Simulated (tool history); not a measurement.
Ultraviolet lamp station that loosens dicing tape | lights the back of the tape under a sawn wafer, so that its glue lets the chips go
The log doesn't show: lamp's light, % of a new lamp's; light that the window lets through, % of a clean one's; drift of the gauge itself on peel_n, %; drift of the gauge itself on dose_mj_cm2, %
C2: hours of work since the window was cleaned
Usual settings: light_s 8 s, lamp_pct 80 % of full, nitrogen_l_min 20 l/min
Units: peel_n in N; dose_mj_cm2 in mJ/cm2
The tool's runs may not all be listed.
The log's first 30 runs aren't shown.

{"run": 31, "hour": 208.2, "light_s": 10, "lamp_pct": 85, "nitrogen_l_min": 24, "hours of work of the lamp": 298, "C2": 23, "peel_n": 0.731, "dose_mj_cm2": 344}
{"run": 32, "hour": 216.5, "light_s": 5, "lamp_pct": 95, "nitrogen_l_min": 17, "hours of work of the lamp": 304, "C2": 29, "peel_n": 2.386, "dose_mj_cm2": 191}
{"run": 33, "hour": 221.6, "light_s": 5, "lamp_pct": 95, "nitrogen_l_min": 17, "hours of work of the lamp": 308, "C2": 33, "peel_n": 2.332, "dose_mj_cm2": 190}
{"run": 34, "hour": 227.9, "light_s": 5, "lamp_pct": 95, "nitrogen_l_min": 17, "hours of work of the lamp": 313, "C2": 37, "peel_n": 2.295, "dose_mj_cm2": 188}
{"hour": 230.1, "done": "window cleaned of glue's vapour, once more"}
{"run": 35, "hour": 237.0, "light_s": 5, "lamp_pct": 95, "nitrogen_l_min": 17, "hours of work of the lamp": 319, "C2": 5, "peel_n": 1.86, "dose_mj_cm2": 225}
{"run": 36, "hour": 247.2, "light_s": 9, "lamp_pct": 77, "nitrogen_l_min": 20, "hours of work of the lamp": 326, "C2": 12, "peel_n": 0.942, "dose_mj_cm2": 330}
{"run": 37, "hour": 253.0, "light_s": 14, "lamp_pct": 64, "nitrogen_l_min": 34, "hours of work of the lamp": 330, "C2": 16, "peel_n": 0.389, "dose_mj_cm2": 423}
{"run": 38, "hour": 259.4, "light_s": 14, "lamp_pct": 64, "nitrogen_l_min": 34, "hours of work of the lamp": 335, "C2": 21, "peel_n": 0.397, "dose_mj_cm2": 423}
{"run": 39, "hour": 263.9, "light_s": 14, "lamp_pct": 64, "nitrogen_l_min": 34, "hours of work of the lamp": 338, "C2": 24, "peel_n": 0.41, "dose_mj_cm2": 418}
{"run": 40, "hour": 269.9, "light_s": 7, "lamp_pct": 89, "nitrogen_l_min": 20, "hours of work of the lamp": 342, "C2": 28, "peel_n": 1.091, "dose_mj_cm2": 291}
{"run": 41, "hour": 280.1, "light_s": 10, "lamp_pct": 98, "nitrogen_l_min": 20, "hours of work of the lamp": 349, "C2": 36, "peel_n": 0.417, "dose_mj_cm2": 452}
{"run": 42, "hour": 287.3, "light_s": 10, "lamp_pct": 94, "nitrogen_l_min": 36, "hours of work of the lamp": 355, "C2": 41, "peel_n": 0.344, "dose_mj_cm2": 436}

Forecast each of these 4 alternatives for the next run:
{"run": "A", "hour": 297.0, "light_s": 8, "lamp_pct": 75, "nitrogen_l_min": 20, "hours of work of the lamp": 361, "C2": 48, "peel_n": "?", "dose_mj_cm2": "?"}
{"run": "B", "hour": 297.0, "light_s": 13, "lamp_pct": 77, "nitrogen_l_min": 10, "hours of work of the lamp": 361, "C2": 48, "peel_n": "?", "dose_mj_cm2": "?"}
{"run": "C", "hour": 297.0, "light_s": 14, "lamp_pct": 94, "nitrogen_l_min": 36, "hours of work of the lamp": 361, "C2": 48, "peel_n": "?", "dose_mj_cm2": "?"}
{"run": "D", "hour": 297.0, "light_s": 8, "lamp_pct": 80, "nitrogen_l_min": 12, "hours of work of the lamp": 361, "C2": 48, "peel_n": "?", "dose_mj_cm2": "?"}

run=A peel_n=1.263 dose_mj_cm2=278
run=B peel_n=0.621 dose_mj_cm2=456
run=C peel_n=0.186 dose_mj_cm2=598
run=D peel_n=1.337 dose_mj_cm2=294
Without the tool's hidden state the same runs would have given:
run=A peel_n=0.889 dose_mj_cm2=330
run=B peel_n=0.413 dose_mj_cm2=543
run=C peel_n=0.151 dose_mj_cm2=712
run=D peel_n=0.955 dose_mj_cm2=350

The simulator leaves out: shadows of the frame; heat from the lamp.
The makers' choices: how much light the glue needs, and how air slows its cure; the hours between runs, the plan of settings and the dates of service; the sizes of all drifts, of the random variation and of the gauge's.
